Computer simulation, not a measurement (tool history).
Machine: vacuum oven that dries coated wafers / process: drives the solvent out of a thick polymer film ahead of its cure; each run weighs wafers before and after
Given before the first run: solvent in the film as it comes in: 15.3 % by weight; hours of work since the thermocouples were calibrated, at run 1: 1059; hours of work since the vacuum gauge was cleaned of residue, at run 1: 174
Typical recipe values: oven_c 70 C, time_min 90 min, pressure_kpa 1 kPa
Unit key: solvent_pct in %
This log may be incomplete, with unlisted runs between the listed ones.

run	hour	oven_c	time_min	pressure_kpa	hours of work since the thermocouples were calibrated	hours of work since the vacuum gauge was cleaned of residue	solvent_pct
1	0	70	90	1	1059	174	3.62
2	7.8	70	90	1	1065	180	3.54
3	14.8	70	90	0.66	1070	185	2.95
4	22.4	70	90	1.33	1075	191	4.13
5	33.5	70	90	1	1084	199	3.64
6	41.2	70	90	1	1089	205	3.65
7	51	70	156	1	1097	212	2.45
8	56.7	70	156	1	1101	216	2.33
9	66.2	70	156	1	1108	223	2.33
10	76.5	70	156	1	1116	231	2.31
11	88.1	70	63	1	1124	239	4.9
12	95.8	70	111	1	1130	245	3.12
13	107.2	70	111	1	1138	253	3.09
14	118.3	70	111	1	1146	262	2.98
15	129.9	70	90	0.93	1155	270	3.56
16	138.9	70	90	0.93	1162	277	3.56
17	146.8	70	90	1	1168	283	3.59
18	160.6	70	90	1	1178	293	3.67
19	174.3	70	90	1	1188	303	3.65
20	188.3	70	90	1.12	1198	313	3.74
21	201.3	70	90	1.12	1208	323	3.85
# hour 212.2: oven's thermocouples calibrated
22	214.8	60	90	1.12	2	332	7.32
23	224.1	70	98	1	9	338	3.44
24	230.4	70	98	1	13	343	3.52
25	236.8	70	98	1	18	348	3.48
26	249.2	70	98	1	27	357	3.38
27	257.1	85	69	0.57	33	363	0.73
28	265.4	66	113	0.57	39	369	3.26
29	271.7	66	113	0.57	44	374	3.25

The next listed run, before its measurement:
30	280.8	59	73	1.02	51	380	?

For run 30 the tool returned solvent_pct 8.28 %.
On a tool with no hidden condition, and with the same random variation, this run would have come out at solvent_pct 8.28 %.
